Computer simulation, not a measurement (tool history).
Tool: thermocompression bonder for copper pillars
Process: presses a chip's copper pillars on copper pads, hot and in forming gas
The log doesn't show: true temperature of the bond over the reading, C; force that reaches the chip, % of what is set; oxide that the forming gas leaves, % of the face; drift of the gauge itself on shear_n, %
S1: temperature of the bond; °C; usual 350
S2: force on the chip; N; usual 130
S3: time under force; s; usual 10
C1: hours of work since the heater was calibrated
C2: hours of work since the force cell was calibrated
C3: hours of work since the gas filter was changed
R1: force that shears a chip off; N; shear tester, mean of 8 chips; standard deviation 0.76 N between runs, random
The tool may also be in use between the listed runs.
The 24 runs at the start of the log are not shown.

{"hour": 1542.1, "done": "forming gas filter changed"}
{"run": 25, "hour": 1563.7, "S1": 360, "S2": 130, "S3": 10, "C1": 746, "C2": 375, "C3": 10, "R1": 56.3}
{"run": 26, "hour": 1645.3, "S1": 360, "S2": 130, "S3": 10, "C1": 785, "C2": 414, "C3": 49, "R1": 55.0}
{"run": 27, "hour": 1690.5, "S1": 360, "S2": 130, "S3": 10, "C1": 807, "C2": 435, "C3": 71, "R1": 54.5}
{"run": 28, "hour": 1787.1, "S1": 321, "S2": 102, "S3": 15, "C1": 853, "C2": 481, "C3": 117, "R1": 36.4}
{"run": 29, "hour": 1829.6, "S1": 321, "S2": 102, "S3": 15, "C1": 873, "C2": 502, "C3": 137, "R1": 36.6}
{"hour": 1919.8, "done": "heater calibrated with a thermocouple chip"}
{"run": 30, "hour": 1921.1, "S1": 341, "S2": 134, "S3": 6, "C1": 1, "C2": 545, "C3": 180, "R1": 39.4}
{"run": 31, "hour": 2001.2, "S1": 350, "S2": 185, "S3": 7, "C1": 39, "C2": 583, "C3": 218, "R1": 55.8}
{"run": 32, "hour": 2073.6, "S1": 335, "S2": 130, "S3": 12, "C1": 74, "C2": 617, "C3": 253, "R1": 46.7}
{"run": 33, "hour": 2135.1, "S1": 335, "S2": 130, "S3": 12, "C1": 103, "C2": 647, "C3": 283, "R1": 47.6}
{"run": 34, "hour": 2193.9, "S1": 335, "S2": 93, "S3": 11, "C1": 131, "C2": 675, "C3": 311, "R1": 37.1}
{"run": 35, "hour": 2234.3, "S1": 373, "S2": 87, "S3": 9, "C1": 150, "C2": 694, "C3": 330, "R1": 45.3}
{"run": 36, "hour": 2314.9, "S1": 373, "S2": 158, "S3": 7, "C1": 189, "C2": 733, "C3": 368, "R1": 57.7}
{"run": 37, "hour": 2381.9, "S1": 337, "S2": 133, "S3": 19, "C1": 221, "C2": 765, "C3": 401, "R1": 55.8}
{"hour": 2410.1, "done": "forming gas filter changed"}
{"run": 38, "hour": 2433.2, "S1": 350, "S2": 81, "S3": 7, "C1": 245, "C2": 789, "C3": 11, "R1": 34.9}
{"run": 39, "hour": 2490.0, "S1": 350, "S2": 90, "S3": 10, "C1": 272, "C2": 816, "C3": 38, "R1": 42.0}

Alternative continuations, all from the tool just after run 39; predict every row:
{"run": "A", "hour": 2574.1, "S1": 361, "S2": 90, "S3": 15, "C1": 313, "C2": 856, "C3": 78, "R1": "?"}
{"run": "B", "hour": 2574.1, "S1": 330, "S2": 141, "S3": 6, "C1": 313, "C2": 856, "C3": 78, "R1": "?"}
{"run": "C", "hour": 2574.1, "S1": 360, "S2": 125, "S3": 10, "C1": 313, "C2": 856, "C3": 78, "R1": "?"}
{"run": "D", "hour": 2574.1, "S1": 350, "S2": 100, "S3": 10, "C1": 313, "C2": 856, "C3": 78, "R1": "?"}

run=A R1=51.8
run=B R1=35.8
run=C R1=55.3
run=D R1=43.3
Stripped of hidden state, with their random variation kept, the same runs would have yielded:
run=A R1=56.7
run=B R1=39.6
run=C R1=60.5
run=D R1=47.6
